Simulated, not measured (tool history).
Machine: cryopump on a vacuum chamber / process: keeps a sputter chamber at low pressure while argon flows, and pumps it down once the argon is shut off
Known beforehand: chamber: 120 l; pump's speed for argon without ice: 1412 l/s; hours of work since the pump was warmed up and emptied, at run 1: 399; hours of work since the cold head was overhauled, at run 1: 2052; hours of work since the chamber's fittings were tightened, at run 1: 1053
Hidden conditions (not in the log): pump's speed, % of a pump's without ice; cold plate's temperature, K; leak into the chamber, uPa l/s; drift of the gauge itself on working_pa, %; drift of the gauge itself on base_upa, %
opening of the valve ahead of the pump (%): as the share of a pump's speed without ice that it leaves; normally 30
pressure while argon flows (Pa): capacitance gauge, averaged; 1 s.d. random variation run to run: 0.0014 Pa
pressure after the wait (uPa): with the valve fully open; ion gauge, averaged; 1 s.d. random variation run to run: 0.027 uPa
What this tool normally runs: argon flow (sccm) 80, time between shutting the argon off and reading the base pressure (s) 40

| run | hour | argon flow (sccm) | time between shutting the argon off and reading the base pressure (s) | opening of the valve ahead of the pump (%) | hours of work since the pump was warmed up and emptied | hours of work since the cold head was overhauled | hours of work since the chamber's fittings were tightened | pressure while argon flows (Pa) | pressure after the wait (uPa) |
|---|---|---|---|---|---|---|---|---|---|
| 1 | 0 | 80 | 40 | 30 | 399 | 2052 | 1053 | 0.3442 | 2.6 |
| 2 | 59.2 | 80 | 40 | 30 | 447 | 2099 | 1100 | 0.3488 | 2.85 |
| 3 | 107.3 | 80 | 40 | 30 | 485 | 2138 | 1139 | 0.3518 | 2.84 |
|  | 171.2 | pump warmed up, emptied and cooled again |
| 4 | 174.5 | 80 | 40 | 30 | 3 | 2187 | 1189 | 0.3226 | 2.53 |
| 5 | 250.8 | 80 | 40 | 30 | 64 | 2249 | 1250 | 0.3267 | 2.56 |
| 6 | 286.2 | 80 | 40 | 30 | 92 | 2277 | 1278 | 0.3261 | 2.6 |
| 7 | 321.4 | 80 | 201 | 30 | 120 | 2305 | 1306 | 0.3288 | 1.96 |
| 8 | 381.9 | 80 | 201 | 30 | 169 | 2354 | 1355 | 0.3313 | 1.99 |
| 9 | 449.7 | 80 | 201 | 30 | 223 | 2408 | 1409 | 0.3346 | 2.03 |
| 10 | 492.2 | 80 | 201 | 30 | 257 | 2442 | 1443 | 0.3379 | 2.15 |
| 11 | 568.6 | 80 | 49 | 30 | 319 | 2503 | 1505 | 0.3429 | 2.97 |
| 12 | 602.9 | 80 | 49 | 30 | 346 | 2531 | 1532 | 0.3446 | 3.06 |
| 13 | 652 | 80 | 40 | 30 | 385 | 2570 | 1571 | 0.348 | 3.37 |
| 14 | 695.3 | 38 | 22 | 22 | 420 | 2605 | 1606 | 0.2209 | 4.33 |
| 15 | 734.4 | 75 | 156 | 22 | 451 | 2636 | 1637 | 0.4414 | 2.74 |
| 16 | 773.9 | 75 | 67 | 41 | 483 | 2668 | 1669 | 0.2555 | 3.19 |
|  | 843.5 | pump warmed up, emptied and cooled again |
| 17 | 846.9 | 46 | 40 | 30 | 3 | 2722 | 1724 | 0.1855 | 3.06 |
| 18 | 888 | 46 | 40 | 30 | 36 | 2755 | 1757 | 0.1878 | 3.14 |
| 19 | 960.6 | 89 | 20 | 30 | 94 | 2813 | 1815 | 0.3668 | 4.21 |
| 20 | 1016.6 | 90 | 44 | 24 | 139 | 2858 | 1860 | 0.4637 | 3.25 |
| 21 | 1061.8 | 90 | 44 | 24 | 175 | 2894 | 1896 | 0.4671 | 3.31 |
| 22 | 1136 | 80 | 54 | 30 | 234 | 2954 | 1955 | 0.3377 | 3.32 |
| 23 | 1173.1 | 80 | 54 | 30 | 264 | 2984 | 1985 | 0.3432 | 3.4 |
| 24 | 1216.5 | 80 | 65 | 36 | 299 | 3019 | 2020 | 0.2899 | 3.37 |
|  | 1234.4 | leaking fittings of the chamber tightened, without venting |
| 25 | 1252.3 | 121 | 116 | 48 | 326 | 3046 | 14 | 0.3415 | 0.65 |
| 26 | 1285.9 | 34 | 167 | 21 | 353 | 3072 | 41 | 0.2054 | 0.6 |

How would selected steps in pressure while argon flows (Pa) from run to run divide? Give the signed amount a tool lacking its hidden state would still show from settings, what came in and random variation, and the signed amount left for the hidden state, including any gauge scatter that is not in both of the compared results.
Run 3 -> 4: pump warmed up, emptied and cooled again. pressure while argon flows (Pa) -0.0292: hidden state -0.0299, all else +0.0007.
Run 14 -> 15: argon flow (sccm) 38 -> 75, time between shutting the argon off and reading the base pressure (s) 22 -> 156. pressure while argon flows (Pa) +0.2205: hidden state +0.0176, all else +0.2029.
Run 15 -> 16: time between shutting the argon off and reading the base pressure (s) 156 -> 67, opening of the valve ahead of the pump (%) 22 -> 41. pressure while argon flows (Pa) -0.1859: hidden state +0.003, all else -0.1889.
Run 16 -> 17: argon flow (sccm) 75 -> 46, time between shutting the argon off and reading the base pressure (s) 67 -> 40, opening of the valve ahead of the pump (%) 41 -> 30, pump warmed up, emptied and cooled again. pressure while argon flows (Pa) -0.07: hidden state -0.0335, all else -0.0365.
